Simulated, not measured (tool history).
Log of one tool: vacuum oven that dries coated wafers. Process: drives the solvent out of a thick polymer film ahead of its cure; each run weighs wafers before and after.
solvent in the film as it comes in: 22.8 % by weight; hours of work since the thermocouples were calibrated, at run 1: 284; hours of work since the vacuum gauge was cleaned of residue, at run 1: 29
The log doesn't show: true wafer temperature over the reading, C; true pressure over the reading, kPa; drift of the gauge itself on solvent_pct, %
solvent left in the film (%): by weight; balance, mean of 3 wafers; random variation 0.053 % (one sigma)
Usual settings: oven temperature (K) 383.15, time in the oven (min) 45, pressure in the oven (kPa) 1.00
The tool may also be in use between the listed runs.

| run | hour | oven temperature (K) | time in the oven (min) | pressure in the oven (kPa) | hours of work since the thermocouples were calibrated | hours of work since the vacuum gauge was cleaned of residue | solvent left in the film (%) |
|---|---|---|---|---|---|---|---|
| 1 | 0.0 | 383.15 | 45 | 1.00 | 284 | 29 | 1.89 |
| 2 | 34.3 | 381.15 | 45 | 1.00 | 311 | 56 | 2.31 |
| 3 | 50.3 | 381.15 | 45 | 1.00 | 323 | 69 | 2.44 |
| 4 | 84.1 | 375.15 | 45 | 1.00 | 350 | 95 | 4.74 |
| 5 | 107.0 | 383.15 | 43 | 1.00 | 368 | 113 | 2.09 |
| 6 | 124.1 | 383.15 | 43 | 1.00 | 381 | 127 | 1.99 |
| 7 | 149.8 | 383.15 | 43 | 1.00 | 402 | 147 | 2.14 |
| 8 | 175.3 | 383.15 | 43 | 1.00 | 422 | 167 | 2.11 |
| 9 | 198.9 | 383.15 | 24 | 1.00 | 440 | 185 | 5.00 |
| 10 | 226.7 | 383.15 | 29 | 1.00 | 462 | 207 | 3.93 |
| 11 | 256.5 | 383.15 | 29 | 1.00 | 485 | 231 | 3.99 |
| 12 | 281.0 | 383.15 | 51 | 1.00 | 505 | 250 | 1.69 |
| 13 | 303.6 | 383.15 | 51 | 1.00 | 522 | 268 | 1.62 |
| 14 | 326.4 | 383.15 | 51 | 1.00 | 540 | 285 | 1.64 |
| 15 | 342.6 | 393.15 | 29 | 1.14 | 553 | 298 | 1.30 |
| 16 | 375.7 | 393.15 | 29 | 1.14 | 579 | 324 | 1.35 |
| 17 | 396.1 | 393.15 | 35 | 2.26 | 595 | 340 | 1.62 |
| 18 | 418.6 | 395.15 | 48 | 0.89 | 613 | 358 | 0.54 |
|  | 423.1 | vacuum gauge cleaned of residue and calibrated |
| 19 | 444.5 | 395.15 | 48 | 0.89 | 632 | 17 | 0.54 |
| 20 | 466.0 | 375.15 | 33 | 0.89 | 649 | 34 | 6.72 |

The next listed run, before its measurement:
| 21 | 490.3 | 383.15 | 44 | 1.91 | 668 | 53 | ? |

solvent left in the film (%): 2.80
Without the tool's hidden state the same run would have given solvent left in the film (%) 2.45.
